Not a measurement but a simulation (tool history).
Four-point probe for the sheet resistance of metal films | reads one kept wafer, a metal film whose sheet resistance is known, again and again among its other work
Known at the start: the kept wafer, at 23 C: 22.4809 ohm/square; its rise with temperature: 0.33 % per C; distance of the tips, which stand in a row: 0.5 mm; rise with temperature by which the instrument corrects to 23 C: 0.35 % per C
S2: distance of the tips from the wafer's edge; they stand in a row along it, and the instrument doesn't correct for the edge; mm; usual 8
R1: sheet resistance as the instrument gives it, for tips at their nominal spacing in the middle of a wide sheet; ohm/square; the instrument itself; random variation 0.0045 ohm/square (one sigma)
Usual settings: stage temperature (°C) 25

Run 1, hour 0: usual settings. Result: R1 22.699407 ohm/square.
Run 2, hour 53.7: usual settings. Result: R1 22.696088 ohm/square.
Run 3, hour 87.7: usual settings but stage temperature (°C) 18. Result: R1 22.739993 ohm/square.
Run 4, hour 151.4: usual settings. Result: R1 22.698411 ohm/square.
Run 5, hour 209.5: usual settings. Result: R1 22.699093 ohm/square.
Run 6, hour 283.6: usual settings but stage temperature (°C) 30. Result: R1 22.68218 ohm/square.
Run 7, hour 323.3: usual settings but stage temperature (°C) 30, S2 5 mm. Result: R1 22.75029 ohm/square.
Run 8, hour 357.1: usual settings but stage temperature (°C) 30, S2 5 mm. Result: R1 22.754763 ohm/square.
Run 9, hour 399.9: usual settings but stage temperature (°C) 30, S2 16 mm. Result: R1 22.640252 ohm/square.
Run 10, hour 471.7: usual settings but stage temperature (°C) 30, S2 16 mm. Result: R1 22.65076 ohm/square.
Run 11, hour 545.4: usual settings but stage temperature (°C) 30, S2 16 mm. Result: R1 22.654436 ohm/square.
Run 12, hour 621: usual settings but stage temperature (°C) 30, S2 16 mm. Result: R1 22.658206 ohm/square.
Run 13, hour 675.2: usual settings but S2 25 mm. Result: R1 22.671712 ohm/square.
Run 14, hour 714.4: usual settings. Result: R1 22.704234 ohm/square.
Run 15, hour 762.8: usual settings. Result: R1 22.710298 ohm/square.
Run 16, hour 822.7: usual settings. Result: R1 22.722589 ohm/square.
Run 17, hour 894.7: usual settings. Result: R1 22.71056 ohm/square.
Run 18, hour 962.6: usual settings. Result: R1 22.725652 ohm/square.
Run 19, hour 1022.9: usual settings. Result: R1 22.715824 ohm/square.
Run 20, hour 1090.4: usual settings. Result: R1 22.717453 ohm/square.
Run 21, hour 1135.8: usual settings but stage temperature (°C) 23, S2 61 mm. Result: R1 22.693622 ohm/square.
Run 22, hour 1193.1: usual settings but stage temperature (°C) 18, S2 28 mm. Result: R1 22.721201 ohm/square.
Run 23, hour 1255.4: usual settings but stage temperature (°C) 19, S2 4 mm. Result: R1 22.903363 ohm/square.
Run 24, hour 1303.7: usual settings but stage temperature (°C) 24, S2 6 mm. Result: R1 22.765723 ohm/square.
Run 25, hour 1378.5: usual settings but stage temperature (°C) 24, S2 6 mm. Result: R1 22.776846 ohm/square.
Run 26, hour 1418.8: usual settings but stage temperature (°C) 26, S2 23 mm. Result: R1 22.688288 ohm/square.
Run 27, hour 1469.5: usual settings but stage temperature (°C) 26, S2 23 mm. Result: R1 22.678255 ohm/square.
Run 28, hour 1507.9: usual settings but S2 10 mm. Result: R1 22.718972 ohm/square.
Run 29, hour 1573.6: usual settings but S2 10 mm. Result: R1 22.715752 ohm/square.
Run 30, hour 1613.2: usual settings but S2 10 mm. Result: R1 22.717954 ohm/square.
Run 31, hour 1673.9: usual settings but stage temperature (°C) 28, S2 9 mm. Result: R1 22.708605 ohm/square.
Run 32, hour 1707.5: usual settings but stage temperature (°C) 23, S2 6 mm. Result: R1 22.782761 ohm/square.
Run 33, hour 1750.1: usual settings but stage temperature (°C) 31, S2 9 mm. Result: R1 22.697369 ohm/square.
Run 34, hour 1821.8: usual settings but stage temperature (°C) 28, S2 5 mm. Result: R1 22.800504 ohm/square.
Run 35, hour 1877.2: usual settings but stage temperature (°C) 26, S2 10 mm. Result: R1 22.722843 ohm/square.
Run 36, hour 1909.9: usual settings but stage temperature (°C) 26, S2 10 mm. Result: R1 22.717283 ohm/square.
Run 37, hour 1969.2: usual settings but stage temperature (°C) 23, S2 9 mm. Result: R1 22.746223 ohm/square.
Run 38, hour 2010.1: usual settings but S2 22 mm. Result: R1 22.70975 ohm/square.
Run 39, hour 2081.5: usual settings but S2 22 mm. Result: R1 22.703302 ohm/square.
Run 40, hour 2130.2: usual settings but stage temperature (°C) 30. Result: R1 22.723019 ohm/square.

4 ways to go on from here, each from the tool as it stands after run 40. What would each give?
Run A, hour 2178.5: usual settings but stage temperature (°C) 24, S2 17 mm. Result: R1 ?.
Run B, hour 2178.5: usual settings but S2 5 mm. Result: R1 ?.
Run C, hour 2178.5: usual settings but stage temperature (°C) 23, S2 13 mm. Result: R1 ?.
Run D, hour 2178.5: usual settings but stage temperature (°C) 21, S2 3 mm. Result: R1 ?.

run         R1
  A  22.715273
  B  22.822668
  C  22.726724
  D  23.059703
Without the tool's hidden state the same runs would have given:
run         R1
  A  22.486496
  B  22.592842
  C  22.497899
  D  22.827926
